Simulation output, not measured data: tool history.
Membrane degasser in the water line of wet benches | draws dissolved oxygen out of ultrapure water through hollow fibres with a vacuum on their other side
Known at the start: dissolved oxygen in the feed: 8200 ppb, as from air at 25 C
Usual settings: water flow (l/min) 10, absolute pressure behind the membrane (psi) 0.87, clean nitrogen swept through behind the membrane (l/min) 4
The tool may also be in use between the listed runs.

run	hour	water flow (l/min)	absolute pressure behind the membrane (psi)	clean nitrogen swept through behind the membrane (l/min)	dissolved oxygen in the water behind the degasser (ppb)	pressure that the water loses in the fibres (psi)
1	0	10	0.87	4	40.5	3.797
2	149.7	7	0.87	4	17.8	2.654
3	300.4	10	1.646	4	74.2	3.8
4	401.4	10	1.334	4	59.5	3.803
5	526.2	10	1.334	4	59.6	3.819
6	678	10	1.334	4	59.6	3.77
7	803.5	10	1.334	4	59.1	3.762
8	901.1	10	0.87	4	40	3.758
9	996.3	7	0.87	4	17.5	2.644
10	1136.8	14	0.87	4	94	5.304
11	1204.7	15	0.87	4	110.6	5.687
12	1308.8	15	0.87	4	112.6	5.654
13	1397.3	15	0.87	4	109.5	5.632
14	1474.2	10	0.87	4	40.1	3.768
15	1577.1	10	0.87	4	39.6	3.756
16	1709	10	0.87	4	40.4	3.732
17	1780	12	1.424	7.92	68.6	4.483
18	1863.1	8	1.424	2.34	65.7	2.967
19	1953.5	7	0.87	4	18	2.599
20	2104.7	7	1.83	1.9	89.7	2.616
21	2218.9	7	1.83	1.9	91	2.601
22	2312.5	8	1.83	5.61	44.2	3.007
23	2456.8	8	1.83	5.61	43	2.953
24	2545.9	10	1.461	5.42	54.8	3.723
# hour 2599.1: seals of the vacuum lines changed
25	2696.6	10	0.87	4.29	39.3	3.71

Run 26 comes next. What will it give?
26	2801.2	10	0.87	4.29	?	?

dissolved oxygen in the water behind the degasser (ppb): 39.1
pressure that the water loses in the fibres (psi): 3.712
Without the tool's hidden state the same run would have given dissolved oxygen in the water behind the degasser (ppb) 39, pressure that the water loses in the fibres (psi) 3.806.

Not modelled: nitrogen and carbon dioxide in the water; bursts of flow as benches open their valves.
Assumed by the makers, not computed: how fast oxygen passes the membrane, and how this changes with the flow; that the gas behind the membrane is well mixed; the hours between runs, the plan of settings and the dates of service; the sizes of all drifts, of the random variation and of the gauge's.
